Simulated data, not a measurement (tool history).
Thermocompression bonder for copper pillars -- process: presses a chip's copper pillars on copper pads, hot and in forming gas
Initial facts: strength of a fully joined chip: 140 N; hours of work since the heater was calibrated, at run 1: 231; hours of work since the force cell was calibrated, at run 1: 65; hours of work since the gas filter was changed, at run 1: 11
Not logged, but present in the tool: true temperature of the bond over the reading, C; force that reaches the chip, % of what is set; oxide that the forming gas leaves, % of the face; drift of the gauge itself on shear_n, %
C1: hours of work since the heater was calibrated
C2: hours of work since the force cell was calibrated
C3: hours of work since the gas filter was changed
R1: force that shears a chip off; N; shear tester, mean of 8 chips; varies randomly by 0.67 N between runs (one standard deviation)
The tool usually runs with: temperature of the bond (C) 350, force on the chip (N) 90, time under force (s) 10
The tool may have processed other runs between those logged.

run 1 hour=0.0 | temperature_of_the_bond_(C)=350 force_on_the_chip_(N)=90 time_under_force_(s)=10 | C1=231 C2=65 C3=11 | R1=101.3
run 2 hour=10.7 | temperature_of_the_bond_(C)=350 force_on_the_chip_(N)=90 time_under_force_(s)=22 | C1=238 C2=72 C3=19 | R1=117.8
run 3 hour=22.9 | temperature_of_the_bond_(C)=350 force_on_the_chip_(N)=90 time_under_force_(s)=10 | C1=247 C2=81 C3=28 | R1=101.7
run 4 hour=33.3 | temperature_of_the_bond_(C)=350 force_on_the_chip_(N)=90 time_under_force_(s)=23 | C1=254 C2=88 C3=35 | R1=118.2
run 5 hour=43.5 | temperature_of_the_bond_(C)=350 force_on_the_chip_(N)=90 time_under_force_(s)=10 | C1=261 C2=95 C3=42 | R1=99.5
run 6 hour=62.0 | temperature_of_the_bond_(C)=350 force_on_the_chip_(N)=90 time_under_force_(s)=10 | C1=274 C2=108 C3=55 | R1=97.6
run 7 hour=78.5 | temperature_of_the_bond_(C)=350 force_on_the_chip_(N)=90 time_under_force_(s)=10 | C1=286 C2=120 C3=67 | R1=97.0
run 8 hour=94.1 | temperature_of_the_bond_(C)=350 force_on_the_chip_(N)=90 time_under_force_(s)=10 | C1=297 C2=131 C3=78 | R1=96.6
run 9 hour=103.1 | temperature_of_the_bond_(C)=350 force_on_the_chip_(N)=90 time_under_force_(s)=10 | C1=303 C2=137 C3=84 | R1=97.1
run 10 hour=118.3 | temperature_of_the_bond_(C)=356 force_on_the_chip_(N)=90 time_under_force_(s)=10 | C1=314 C2=148 C3=95 | R1=96.8
-- hour=131.8 forming gas filter changed
run 11 hour=137.6 | temperature_of_the_bond_(C)=350 force_on_the_chip_(N)=90 time_under_force_(s)=10 | C1=327 C2=161 C3=4 | R1=102.3
run 12 hour=151.9 | temperature_of_the_bond_(C)=328 force_on_the_chip_(N)=90 time_under_force_(s)=10 | C1=337 C2=171 C3=14 | R1=91.3
run 13 hour=161.1 | temperature_of_the_bond_(C)=350 force_on_the_chip_(N)=90 time_under_force_(s)=10 | C1=344 C2=178 C3=21 | R1=100.4
run 14 hour=180.0 | temperature_of_the_bond_(C)=350 force_on_the_chip_(N)=90 time_under_force_(s)=10 | C1=357 C2=191 C3=34 | R1=101.0
run 15 hour=191.6 | temperature_of_the_bond_(C)=350 force_on_the_chip_(N)=90 time_under_force_(s)=10 | C1=365 C2=199 C3=42 | R1=99.2
run 16 hour=211.1 | temperature_of_the_bond_(C)=350 force_on_the_chip_(N)=90 time_under_force_(s)=10 | C1=379 C2=213 C3=56 | R1=99.5
run 17 hour=225.8 | temperature_of_the_bond_(C)=350 force_on_the_chip_(N)=90 time_under_force_(s)=10 | C1=389 C2=223 C3=66 | R1=96.7
run 18 hour=244.7 | temperature_of_the_bond_(C)=350 force_on_the_chip_(N)=90 time_under_force_(s)=10 | C1=403 C2=237 C3=79 | R1=97.1
run 19 hour=252.8 | temperature_of_the_bond_(C)=350 force_on_the_chip_(N)=90 time_under_force_(s)=10 | C1=408 C2=242 C3=85 | R1=95.3
run 20 hour=268.9 | temperature_of_the_bond_(C)=350 force_on_the_chip_(N)=90 time_under_force_(s)=10 | C1=420 C2=254 C3=97 | R1=96.3
-- hour=279.4 forming gas filter changed
run 21 hour=282.2 | temperature_of_the_bond_(C)=350 force_on_the_chip_(N)=90 time_under_force_(s)=10 | C1=429 C2=263 C3=2 | R1=104.0
run 22 hour=290.4 | temperature_of_the_bond_(C)=350 force_on_the_chip_(N)=90 time_under_force_(s)=10 | C1=434 C2=268 C3=8 | R1=102.8
run 23 hour=299.2 | temperature_of_the_bond_(C)=372 force_on_the_chip_(N)=82 time_under_force_(s)=10 | C1=441 C2=275 C3=14 | R1=108.6
run 24 hour=309.3 | temperature_of_the_bond_(C)=338 force_on_the_chip_(N)=58 time_under_force_(s)=12 | C1=448 C2=282 C3=21 | R1=86.2
run 25 hour=324.8 | temperature_of_the_bond_(C)=338 force_on_the_chip_(N)=58 time_under_force_(s)=12 | C1=459 C2=293 C3=32 | R1=85.6
run 26 hour=334.3 | temperature_of_the_bond_(C)=350 force_on_the_chip_(N)=132 time_under_force_(s)=10 | C1=465 C2=299 C3=39 | R1=111.7
run 27 hour=354.1 | temperature_of_the_bond_(C)=350 force_on_the_chip_(N)=132 time_under_force_(s)=10 | C1=479 C2=313 C3=53 | R1=110.2
run 28 hour=372.1 | temperature_of_the_bond_(C)=358 force_on_the_chip_(N)=89 time_under_force_(s)=10 | C1=492 C2=326 C3=65 | R1=102.0
run 29 hour=386.2 | temperature_of_the_bond_(C)=358 force_on_the_chip_(N)=83 time_under_force_(s)=10 | C1=502 C2=336 C3=75 | R1=98.3
run 30 hour=401.0 | temperature_of_the_bond_(C)=358 force_on_the_chip_(N)=81 time_under_force_(s)=10 | C1=512 C2=346 C3=86 | R1=96.7
run 31 hour=414.4 | temperature_of_the_bond_(C)=358 force_on_the_chip_(N)=81 time_under_force_(s)=10 | C1=522 C2=356 C3=95 | R1=95.8
-- hour=427.4 forming gas filter changed
run 32 hour=427.4 | temperature_of_the_bond_(C)=333 force_on_the_chip_(N)=124 time_under_force_(s)=8 | C1=531 C2=365 C3=0 | R1=100.0
run 33 hour=440.3 | temperature_of_the_bond_(C)=334 force_on_the_chip_(N)=130 time_under_force_(s)=10 | C1=540 C2=374 C3=9 | R1=107.6

The next listed run, before its measurement:
run 34 hour=459.9 | temperature_of_the_bond_(C)=334 force_on_the_chip_(N)=130 time_under_force_(s)=10 | C1=553 C2=387 C3=23 | R1=?

{"run 34": {"R1": 105.5}}
Minus the tool's unlogged condition, the same run would have read R1 104.6 N.

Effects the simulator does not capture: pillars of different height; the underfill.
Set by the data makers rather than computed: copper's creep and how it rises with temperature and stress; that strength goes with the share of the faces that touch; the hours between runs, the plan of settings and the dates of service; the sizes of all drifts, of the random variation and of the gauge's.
